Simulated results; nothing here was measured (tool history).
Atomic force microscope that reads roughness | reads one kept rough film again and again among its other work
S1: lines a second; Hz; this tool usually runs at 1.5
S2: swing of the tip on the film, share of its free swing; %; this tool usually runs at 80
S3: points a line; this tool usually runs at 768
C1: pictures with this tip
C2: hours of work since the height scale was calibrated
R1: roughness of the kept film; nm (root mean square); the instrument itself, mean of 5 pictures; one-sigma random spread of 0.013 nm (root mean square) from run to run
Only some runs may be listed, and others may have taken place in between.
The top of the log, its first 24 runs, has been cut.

Run 25, hour 218.6: usual settings but S1 0.61 Hz; C1 111; C2 170. Result: R1 3.102 nm (root mean square).
Run 26, hour 230.9: usual settings but S1 3.88 Hz, S2 57 %, S3 877; C1 123; C2 176. Result: R1 3.041 nm (root mean square).
Run 27, hour 237.5: usual settings but S1 3.44 Hz, S2 58 %, S3 273; C1 130; C2 179. Result: R1 3.006 nm (root mean square).
Run 28, hour 242.9: usual settings but S1 0.74 Hz; C1 135; C2 181. Result: R1 3.122 nm (root mean square).
Run 29, hour 250.5: usual settings but S3 809; C1 143; C2 184. Result: R1 2.94 nm (root mean square).
Run 30, hour 260.7: usual settings but S1 0.65 Hz, S2 81 %, S3 381; C1 153; C2 189. Result: R1 3.088 nm (root mean square).
Run 31, hour 266: usual settings but S1 2.25 Hz, S2 81 %, S3 965; C1 158; C2 191. Result: R1 2.855 nm (root mean square).
Run 32, hour 275.7: usual settings but S1 2.25 Hz, S2 56 %, S3 744; C1 167; C2 195. Result: R1 3.087 nm (root mean square).
At hour 278.1: new tip fitted.
Run 33, hour 281.6: usual settings but S1 2.25 Hz, S2 56 %, S3 744; C1 4; C2 197. Result: R1 3.109 nm (root mean square).
Run 34, hour 292.1: usual settings but S1 1.73 Hz, S3 919; C1 14; C2 202. Result: R1 2.93 nm (root mean square).
Run 35, hour 300: usual settings but S1 0.61 Hz, S3 389; C1 22; C2 205. Result: R1 3.095 nm (root mean square).
Run 36, hour 310.4: usual settings but S2 70 %, S3 629; C1 32; C2 210. Result: R1 3.058 nm (root mean square).
Run 37, hour 322.2: usual settings but S1 0.52 Hz, S2 85 %; C1 44; C2 215. Result: R1 3.077 nm (root mean square).
Run 38, hour 332.3: usual settings but S1 0.68 Hz, S2 79 %, S3 620; C1 54; C2 219. Result: R1 3.082 nm (root mean square).
Run 39, hour 344.2: usual settings but S2 65 %, S3 481; C1 65; C2 224. Result: R1 3.09 nm (root mean square).
Run 40, hour 354.9: usual settings but S1 1.58 Hz, S2 58 %, S3 436; C1 76; C2 229. Result: R1 3.131 nm (root mean square).
Run 41, hour 360.5: usual settings but S1 0.73 Hz, S2 75 %, S3 507; C1 82; C2 231. Result: R1 3.086 nm (root mean square).
Run 42, hour 366: usual settings but S3 920; C1 87; C2 234. Result: R1 2.958 nm (root mean square).
Run 43, hour 377.3: usual settings but S1 1.59 Hz, S2 77 %, S3 644; C1 98; C2 239. Result: R1 2.98 nm (root mean square).
Run 44, hour 389.1: usual settings but S1 0.91 Hz, S2 61 %, S3 550; C1 110; C2 244. Result: R1 3.128 nm (root mean square).
Run 45, hour 399.4: usual settings but S1 0.91 Hz, S2 61 %, S3 550; C1 120; C2 248. Result: R1 3.136 nm (root mean square).
Run 46, hour 409.3: usual settings but S1 0.6 Hz, S2 71 %, S3 265; C1 130; C2 253. Result: R1 3.111 nm (root mean square).
Run 47, hour 420.9: usual settings but S1 0.91 Hz, S2 72 %, S3 285; C1 141; C2 257. Result: R1 3.075 nm (root mean square).

Alternative continuations, all from the tool just after run 47; predict every row:
Run A, hour 428.1: usual settings but S1 0.58 Hz, S3 278; C1 148; C2 261. Result: R1 ?.
Run B, hour 428.1: usual settings but S2 58 %; C1 148; C2 261. Result: R1 ?.
Run C, hour 428.1: usual settings but S1 1.3 Hz, S2 83 %, S3 427; C1 148; C2 261. Result: R1 ?.
Run D, hour 428.1: usual settings but S1 0.94 Hz, S2 77 %, S3 285; C1 148; C2 261. Result: R1 ?.
Run E, hour 428.1: usual settings but S2 79 %, S3 314; C1 148; C2 261. Result: R1 ?.

run     R1
  A  3.075
  B  3.129
  C  2.956
  D  3.042
  E  2.936
Take away the tool's hidden state, keep each run's random variation, and the runs would have read:
run     R1
  A  3.081
  B  3.135
  C  2.962
  D  3.049
  E  2.942
